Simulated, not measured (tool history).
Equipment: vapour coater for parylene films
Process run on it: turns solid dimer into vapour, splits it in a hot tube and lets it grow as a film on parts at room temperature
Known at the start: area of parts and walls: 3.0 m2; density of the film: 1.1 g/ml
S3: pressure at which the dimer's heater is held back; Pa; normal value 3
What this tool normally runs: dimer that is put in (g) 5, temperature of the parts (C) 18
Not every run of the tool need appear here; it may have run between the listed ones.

{"run": 1, "hour": 0.0, "dimer that is put in (g)": 5, "temperature of the parts (C)": 18, "S3": 3, "thickness of the film (nm)": 843}
{"run": 2, "hour": 43.6, "dimer that is put in (g)": 5, "temperature of the parts (C)": 18, "S3": 3, "thickness of the film (nm)": 848}
{"run": 3, "hour": 86.9, "dimer that is put in (g)": 5, "temperature of the parts (C)": 18, "S3": 3, "thickness of the film (nm)": 850}
{"run": 4, "hour": 115.3, "dimer that is put in (g)": 4, "temperature of the parts (C)": 18, "S3": 3, "thickness of the film (nm)": 679}
{"run": 5, "hour": 146.3, "dimer that is put in (g)": 5, "temperature of the parts (C)": 18, "S3": 3, "thickness of the film (nm)": 843}
{"run": 6, "hour": 166.2, "dimer that is put in (g)": 5, "temperature of the parts (C)": 18, "S3": 3, "thickness of the film (nm)": 840}
{"run": 7, "hour": 191.0, "dimer that is put in (g)": 5, "temperature of the parts (C)": 18, "S3": 3, "thickness of the film (nm)": 847}
{"run": 8, "hour": 215.6, "dimer that is put in (g)": 5, "temperature of the parts (C)": 22, "S3": 3, "thickness of the film (nm)": 779}
{"run": 9, "hour": 242.5, "dimer that is put in (g)": 5, "temperature of the parts (C)": 22, "S3": 3, "thickness of the film (nm)": 773}
{"run": 10, "hour": 283.2, "dimer that is put in (g)": 5, "temperature of the parts (C)": 12, "S3": 3, "thickness of the film (nm)": 956}
{"run": 11, "hour": 323.6, "dimer that is put in (g)": 5, "temperature of the parts (C)": 12, "S3": 3, "thickness of the film (nm)": 957}
{"run": 12, "hour": 344.4, "dimer that is put in (g)": 5, "temperature of the parts (C)": 26, "S3": 3, "thickness of the film (nm)": 711}
{"run": 13, "hour": 380.3, "dimer that is put in (g)": 5, "temperature of the parts (C)": 18, "S3": 5.31, "thickness of the film (nm)": 742}
{"run": 14, "hour": 417.2, "dimer that is put in (g)": 5, "temperature of the parts (C)": 18, "S3": 3, "thickness of the film (nm)": 832}
{"run": 15, "hour": 441.1, "dimer that is put in (g)": 5, "temperature of the parts (C)": 18, "S3": 3, "thickness of the film (nm)": 838}
{"run": 16, "hour": 460.7, "dimer that is put in (g)": 5, "temperature of the parts (C)": 18, "S3": 3, "thickness of the film (nm)": 839}
{"run": 17, "hour": 491.2, "dimer that is put in (g)": 3, "temperature of the parts (C)": 18, "S3": 3, "thickness of the film (nm)": 501}
{"run": 18, "hour": 521.8, "dimer that is put in (g)": 3, "temperature of the parts (C)": 18, "S3": 3, "thickness of the film (nm)": 500}
{"run": 19, "hour": 540.7, "dimer that is put in (g)": 3, "temperature of the parts (C)": 18, "S3": 3, "thickness of the film (nm)": 500}
{"run": 20, "hour": 569.4, "dimer that is put in (g)": 5, "temperature of the parts (C)": 18, "S3": 3, "thickness of the film (nm)": 833}
{"run": 21, "hour": 596.3, "dimer that is put in (g)": 5, "temperature of the parts (C)": 18, "S3": 3, "thickness of the film (nm)": 835}
{"run": 22, "hour": 632.4, "dimer that is put in (g)": 3, "temperature of the parts (C)": 14, "S3": 3, "thickness of the film (nm)": 544}
{"run": 23, "hour": 655.3, "dimer that is put in (g)": 3, "temperature of the parts (C)": 11, "S3": 4.19, "thickness of the film (nm)": 542}
{"run": 24, "hour": 692.1, "dimer that is put in (g)": 2, "temperature of the parts (C)": 13, "S3": 4.19, "thickness of the film (nm)": 351}
{"run": 25, "hour": 721.5, "dimer that is put in (g)": 6, "temperature of the parts (C)": 10, "S3": 3, "thickness of the film (nm)": 1178}
{"run": 26, "hour": 752.2, "dimer that is put in (g)": 6, "temperature of the parts (C)": 10, "S3": 3, "thickness of the film (nm)": 1184}
{"run": 27, "hour": 784.8, "dimer that is put in (g)": 5, "temperature of the parts (C)": 25, "S3": 5.44, "thickness of the film (nm)": 619}
{"run": 28, "hour": 810.6, "dimer that is put in (g)": 2, "temperature of the parts (C)": 14, "S3": 5.35, "thickness of the film (nm)": 316}
{"run": 29, "hour": 844.6, "dimer that is put in (g)": 2, "temperature of the parts (C)": 14, "S3": 5.35, "thickness of the film (nm)": 317}
{"hour": 877.3, "done": "trap's valve overhauled"}
{"run": 30, "hour": 885.9, "dimer that is put in (g)": 5, "temperature of the parts (C)": 12, "S3": 8.76, "thickness of the film (nm)": 748}
{"run": 31, "hour": 908.8, "dimer that is put in (g)": 3, "temperature of the parts (C)": 18, "S3": 10.42, "thickness of the film (nm)": 380}
{"run": 32, "hour": 943.8, "dimer that is put in (g)": 8, "temperature of the parts (C)": 23, "S3": 2.02, "thickness of the film (nm)": 1295}
{"run": 33, "hour": 977.2, "dimer that is put in (g)": 5, "temperature of the parts (C)": 24, "S3": 10.94, "thickness of the film (nm)": 552}
{"hour": 998.8, "done": "gauge calibrated"}
{"run": 34, "hour": 998.8, "dimer that is put in (g)": 6, "temperature of the parts (C)": 17, "S3": 11.85, "thickness of the film (nm)": 776}
{"run": 35, "hour": 1029.1, "dimer that is put in (g)": 5, "temperature of the parts (C)": 10, "S3": 3, "thickness of the film (nm)": 1001}
{"run": 36, "hour": 1066.9, "dimer that is put in (g)": 6, "temperature of the parts (C)": 14, "S3": 3, "thickness of the film (nm)": 1103}

Run 37 is up next; what results do you expect?
{"run": 37, "hour": 1106.4, "dimer that is put in (g)": 6, "temperature of the parts (C)": 12, "S3": 2.45, "thickness of the film (nm)": "?"}

thickness of the film (nm): 1208
The same run, on a tool lacking any hidden state, would have yielded thickness of the film (nm) 1212.
